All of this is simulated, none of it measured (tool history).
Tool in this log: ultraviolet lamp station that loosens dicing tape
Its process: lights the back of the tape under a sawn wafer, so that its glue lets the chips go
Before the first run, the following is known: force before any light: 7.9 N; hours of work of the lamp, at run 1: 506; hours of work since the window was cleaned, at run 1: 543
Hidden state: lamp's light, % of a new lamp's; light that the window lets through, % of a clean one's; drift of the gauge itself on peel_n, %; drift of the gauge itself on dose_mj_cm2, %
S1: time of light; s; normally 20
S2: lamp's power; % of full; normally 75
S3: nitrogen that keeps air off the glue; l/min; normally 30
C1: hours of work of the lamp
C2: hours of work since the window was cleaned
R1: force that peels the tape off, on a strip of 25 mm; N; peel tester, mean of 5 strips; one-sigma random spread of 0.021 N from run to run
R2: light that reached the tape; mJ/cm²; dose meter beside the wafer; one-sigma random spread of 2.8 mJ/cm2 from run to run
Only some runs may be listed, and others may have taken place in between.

Run 1, hour 0: usual settings; C1 506; C2 543. Result: R1 1.883 N, R2 261 mJ/cm².
Run 2, hour 17.7: usual settings; C1 519; C2 555. Result: R1 1.979 N, R2 258 mJ/cm².
Run 3, hour 45.1: usual settings; C1 538; C2 575. Result: R1 1.947 N, R2 257 mJ/cm².
Run 4, hour 67.6: usual settings; C1 554; C2 591. Result: R1 2.003 N, R2 256 mJ/cm².
Run 5, hour 99.9: usual settings; C1 577; C2 614. Result: R1 2.037 N, R2 248 mJ/cm².
At hour 116.4: window cleaned of glue's vapour.
Run 6, hour 125.6: usual settings but S1 14 s; C1 595; C2 7. Result: R1 3.257 N, R2 162 mJ/cm².
Run 7, hour 155.6: usual settings but S3 13 l/min; C1 616; C2 28. Result: R1 3.246 N, R2 221 mJ/cm².
Run 8, hour 181: usual settings but S3 13 l/min; C1 634; C2 46. Result: R1 3.223 N, R2 224 mJ/cm².
Run 9, hour 198: usual settings but S3 13 l/min; C1 646; C2 58. Result: R1 3.298 N, R2 223 mJ/cm².
At hour 217.6: lamp changed.
Run 10, hour 232: usual settings but S2 66 % of full; C1 10; C2 81. Result: R1 2.012 N, R2 246 mJ/cm².
At hour 257.2: window cleaned of glue's vapour, once more.
Run 11, hour 257.2: usual settings; C1 28; C2 0. Result: R1 1.118 N, R2 382 mJ/cm².
Run 12, hour 293.2: usual settings; C1 53; C2 26. Result: R1 1.14 N, R2 370 mJ/cm².
Run 13, hour 326.3: usual settings; C1 77; C2 49. Result: R1 1.182 N, R2 364 mJ/cm².
Run 14, hour 342.3: usual settings; C1 88; C2 60. Result: R1 1.173 N, R2 362 mJ/cm².
Run 15, hour 375.1: usual settings; C1 111; C2 84. Result: R1 1.201 N, R2 359 mJ/cm².
Run 16, hour 390.5: usual settings; C1 122; C2 95. Result: R1 1.192 N, R2 352 mJ/cm².
Run 17, hour 423.5: usual settings but S3 52 l/min; C1 146; C2 118. Result: R1 0.921 N, R2 352 mJ/cm².
Run 18, hour 440.4: usual settings; C1 158; C2 130. Result: R1 1.304 N, R2 347 mJ/cm².
Run 19, hour 464.6: usual settings; C1 175; C2 147. Result: R1 1.237 N, R2 346 mJ/cm².
Run 20, hour 501.1: usual settings; C1 201; C2 173. Result: R1 1.346 N, R2 338 mJ/cm².
Run 21, hour 534.7: usual settings but S1 19 s, S2 88 % of full, S3 16 l/min; C1 225; C2 197. Result: R1 1.586 N, R2 367 mJ/cm².
Run 22, hour 553: usual settings but S3 16 l/min; C1 238; C2 210. Result: R1 1.918 N, R2 325 mJ/cm².
Run 23, hour 569.6: usual settings but S3 16 l/min; C1 250; C2 222. Result: R1 2.027 N, R2 329 mJ/cm².
Run 24, hour 585.8: usual settings but S3 16 l/min; C1 261; C2 233. Result: R1 1.998 N, R2 320 mJ/cm².
Run 25, hour 619.2: usual settings but S3 11 l/min; C1 285; C2 257. Result: R1 2.521 N, R2 314 mJ/cm².
Run 26, hour 652.7: usual settings but S2 64 % of full; C1 309; C2 281. Result: R1 1.88 N, R2 266 mJ/cm².
Run 27, hour 689.8: usual settings but S1 40 s, S2 78 % of full, S3 36 l/min; C1 335; C2 307. Result: R1 0.32 N, R2 642 mJ/cm².
Run 28, hour 723.3: usual settings but S1 40 s, S2 61 % of full, S3 36 l/min; C1 359; C2 331. Result: R1 0.564 N, R2 491 mJ/cm².
Run 29, hour 739.3: usual settings but S1 14 s, S3 46 l/min; C1 370; C2 342. Result: R1 2.173 N, R2 208 mJ/cm².
Run 30, hour 758.8: usual settings but S1 12 s, S2 87 % of full; C1 384; C2 356. Result: R1 2.645 N, R2 206 mJ/cm².
Run 31, hour 778.1: usual settings but S1 23 s; C1 398; C2 370. Result: R1 1.387 N, R2 340 mJ/cm².
Run 32, hour 808.6: usual settings but S1 23 s; C1 419; C2 391. Result: R1 1.35 N, R2 336 mJ/cm².
Run 33, hour 834.4: usual settings but S2 93 % of full; C1 438; C2 410. Result: R1 1.226 N, R2 352 mJ/cm².
Run 34, hour 867.3: usual settings but S2 93 % of full; C1 461; C2 433. Result: R1 1.275 N, R2 348 mJ/cm².
Run 35, hour 889.1: usual settings but S2 65 % of full; C1 476; C2 449. Result: R1 2.229 N, R2 239 mJ/cm².
Run 36, hour 918.9: usual settings but S2 93 % of full, S3 31 l/min; C1 498; C2 470. Result: R1 1.311 N, R2 338 mJ/cm².
Run 37, hour 942.8: usual settings but S2 93 % of full, S3 31 l/min; C1 515; C2 487. Result: R1 1.347 N, R2 334 mJ/cm².
Run 38, hour 961.8: usual settings but S1 36 s, S2 97 % of full, S3 42 l/min; C1 528; C2 500. Result: R1 0.315 N, R2 615 mJ/cm².
Run 39, hour 993.6: usual settings but S1 17 s, S3 11 l/min; C1 551; C2 523. Result: R1 3.468 N, R2 221 mJ/cm².
Run 40, hour 1010.5: usual settings but S1 37 s, S3 14 l/min; C1 563; C2 535. Result: R1 1.16 N, R2 480 mJ/cm².

Pick out some run-to-run changes in R1. Of each, how much would a tool without hidden state show as well, from the settings, what came in and chance, and how much is left for the hidden state and any gauge scatter not in both results compared?
Run 9 -> 10: S2 75 -> 66, S3 13 -> 30, lamp changed. R1 -1.286 N: hidden state -0.818, all else -0.468.
Run 10 -> 11: S2 66 -> 75, window cleaned of glue's vapour, once more. R1 -0.894 N: hidden state -0.677, all else -0.217.
Run 28 -> 29: S1 40 -> 14, S2 61 -> 75, S3 36 -> 46. R1 +1.609 N: hidden state +0.422, all else +1.187.
Run 38 -> 39: S1 36 -> 17, S2 97 -> 75, S3 42 -> 11. R1 +3.153 N: hidden state +0.982, all else +2.171.
Run 39 -> 40: S1 17 -> 37, S3 11 -> 14. R1 -2.308 N: hidden state -0.481, all else -1.827.
